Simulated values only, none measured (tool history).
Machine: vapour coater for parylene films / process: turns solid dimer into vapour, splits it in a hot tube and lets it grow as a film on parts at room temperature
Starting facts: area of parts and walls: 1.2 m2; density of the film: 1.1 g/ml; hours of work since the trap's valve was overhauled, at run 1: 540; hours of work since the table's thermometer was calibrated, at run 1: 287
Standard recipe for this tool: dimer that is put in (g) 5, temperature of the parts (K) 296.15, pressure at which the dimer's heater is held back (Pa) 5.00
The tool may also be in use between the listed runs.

run	hour	dimer that is put in (g)	temperature of the parts (K)	pressure at which the dimer's heater is held back (Pa)	hours of work since the trap's valve was overhauled	hours of work since the table's thermometer was calibrated	thickness of the film (µm)
1	0.0	5	296.15	5.00	540	287	2.14
2	10.2	5	291.15	5.00	548	294	2.45
3	30.8	5	291.15	5.00	563	309	2.48
4	40.3	5	291.15	5.00	570	316	2.44
5	58.6	5	291.15	5.00	583	330	2.42
6	73.0	5	291.15	2.24	594	340	2.98
7	88.4	5	291.15	2.24	605	352	3.00
8	105.2	5	292.15	5.00	618	364	2.33
9	126.4	5	292.15	5.00	633	380	2.36
10	147.7	5	292.15	5.00	649	395	2.34
11	165.1	7	296.15	5.00	662	408	2.95
12	179.6	5	296.15	5.00	672	419	2.08
# hour 192.0: trap's valve overhauled
13	199.9	5	296.15	5.00	6	431	2.34
14	213.1	5	296.15	5.00	16	441	2.32
15	226.7	5	296.15	5.00	26	451	2.33
16	240.4	5	296.15	6.53	36	461	2.15
17	260.3	5	299.15	6.53	50	475	1.93
18	277.0	5	299.15	6.53	63	488	1.96
19	288.7	5	299.15	6.53	71	496	1.95
20	304.3	5	303.15	3.89	83	508	1.95
21	326.4	5	303.15	3.89	99	524	1.97
22	346.3	5	296.15	4.39	114	539	2.38
23	360.5	5	296.15	4.39	124	549	2.33
24	371.3	5	296.15	4.39	132	557	2.34
25	386.3	3	301.15	2.93	143	568	1.34
26	397.0	3	307.15	2.93	151	576	1.11
27	418.1	3	307.15	2.93	167	592	1.10
28	441.0	3	307.15	2.93	183	609	1.09
29	451.7	3	308.15	5.00	191	616	0.94
30	471.2	3	308.15	5.00	206	631	0.95
31	492.8	4	296.15	5.77	222	647	1.77
32	506.9	5	296.15	5.77	232	657	2.21
33	520.7	6	298.15	9.92	242	667	2.14
34	539.5	6	304.15	9.92	256	681	1.75
35	556.8	6	304.15	9.92	269	694	1.77
36	566.3	5	300.15	2.36	276	701	2.35
37	581.0	5	302.15	9.31	287	712	1.59

4 ways to go on from here, each from the tool as it stands after run 37. What would each give?
A	594.6	8	296.15	5.00	297	722	?
B	594.6	2	291.15	9.31	297	722	?
C	594.6	2	300.15	3.12	297	722	?
D	594.6	5	292.15	2.66	297	722	?

run	thickness of the film (µm)
A	3.56
B	0.87
C	0.89
D	2.96
The same runs, with their run-to-run variation unchanged, on a tool lacking any hidden condition would have given:
run	thickness of the film (µm)
A	3.68
B	0.90
C	0.92
D	3.05
